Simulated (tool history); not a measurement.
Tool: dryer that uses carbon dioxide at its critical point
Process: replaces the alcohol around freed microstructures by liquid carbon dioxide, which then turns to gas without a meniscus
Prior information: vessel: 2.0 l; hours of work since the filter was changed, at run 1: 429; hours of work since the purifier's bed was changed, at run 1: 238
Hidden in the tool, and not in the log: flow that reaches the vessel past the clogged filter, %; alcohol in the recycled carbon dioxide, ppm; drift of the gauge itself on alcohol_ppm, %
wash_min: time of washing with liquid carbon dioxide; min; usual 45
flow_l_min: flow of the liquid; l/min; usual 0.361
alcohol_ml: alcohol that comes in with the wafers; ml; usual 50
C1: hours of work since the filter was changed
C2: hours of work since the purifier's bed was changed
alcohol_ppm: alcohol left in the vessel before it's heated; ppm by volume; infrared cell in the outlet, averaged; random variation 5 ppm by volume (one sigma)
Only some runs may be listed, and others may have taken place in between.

Run 1, day 0: usual settings; C1 429; C2 238. Result: alcohol_ppm 73 ppm by volume.
Run 2, day 0.233: usual settings; C1 432; C2 241. Result: alcohol_ppm 74 ppm by volume.
Run 3, day 0.592: usual settings; C1 436; C2 246. Result: alcohol_ppm 62 ppm by volume.
Run 4, day 0.921: usual settings; C1 440; C2 250. Result: alcohol_ppm 64 ppm by volume.
Run 5, day 1.379: usual settings; C1 446; C2 256. Result: alcohol_ppm 68 ppm by volume.
Run 6, day 1.721: usual settings; C1 451; C2 260. Result: alcohol_ppm 74 ppm by volume.
At day 1.967: inlet filter changed.
Run 7, day 2.183: usual settings; C1 3; C2 265. Result: alcohol_ppm 58 ppm by volume.
Run 8, day 2.375: usual settings; C1 5; C2 268. Result: alcohol_ppm 68 ppm by volume.
Run 9, day 2.617: usual settings; C1 8; C2 271. Result: alcohol_ppm 68 ppm by volume.
Run 10, day 2.829: usual settings; C1 11; C2 274. Result: alcohol_ppm 69 ppm by volume.
Run 11, day 3.033: usual settings but alcohol_ml 39 ml; C1 14; C2 276. Result: alcohol_ppm 62 ppm by volume.
Run 12, day 3.233: usual settings but alcohol_ml 39 ml; C1 16; C2 279. Result: alcohol_ppm 71 ppm by volume.
Run 13, day 3.579: usual settings but alcohol_ml 39 ml; C1 20; C2 283. Result: alcohol_ppm 64 ppm by volume.
Run 14, day 3.812: usual settings but alcohol_ml 39 ml; C1 23; C2 286. Result: alcohol_ppm 59 ppm by volume.
Run 15, day 4.229: usual settings but alcohol_ml 39 ml; C1 29; C2 291. Result: alcohol_ppm 57 ppm by volume.
Run 16, day 4.688: usual settings but alcohol_ml 39 ml; C1 34; C2 297. Result: alcohol_ppm 62 ppm by volume.
Run 17, day 5.025: usual settings but alcohol_ml 39 ml; C1 39; C2 301. Result: alcohol_ppm 72 ppm by volume.
Run 18, day 5.358: usual settings but alcohol_ml 27 ml; C1 43; C2 306. Result: alcohol_ppm 58 ppm by volume.
Run 19, day 5.712: usual settings but alcohol_ml 27 ml; C1 47; C2 310. Result: alcohol_ppm 72 ppm by volume.

Run 20, settings as shown, results not yet in. Your forecast:
Run 20, day 6: usual settings but wash_min 52 min, flow_l_min 0.433 l/min, alcohol_ml 39 ml; C1 51; C2 314. Result: alcohol_ppm ?.

alcohol_ppm: 64 ppm by volume
Take away the tool's hidden state, keep the run-to-run variation as it was, and the same run would have given alcohol_ppm 11 ppm by volume.

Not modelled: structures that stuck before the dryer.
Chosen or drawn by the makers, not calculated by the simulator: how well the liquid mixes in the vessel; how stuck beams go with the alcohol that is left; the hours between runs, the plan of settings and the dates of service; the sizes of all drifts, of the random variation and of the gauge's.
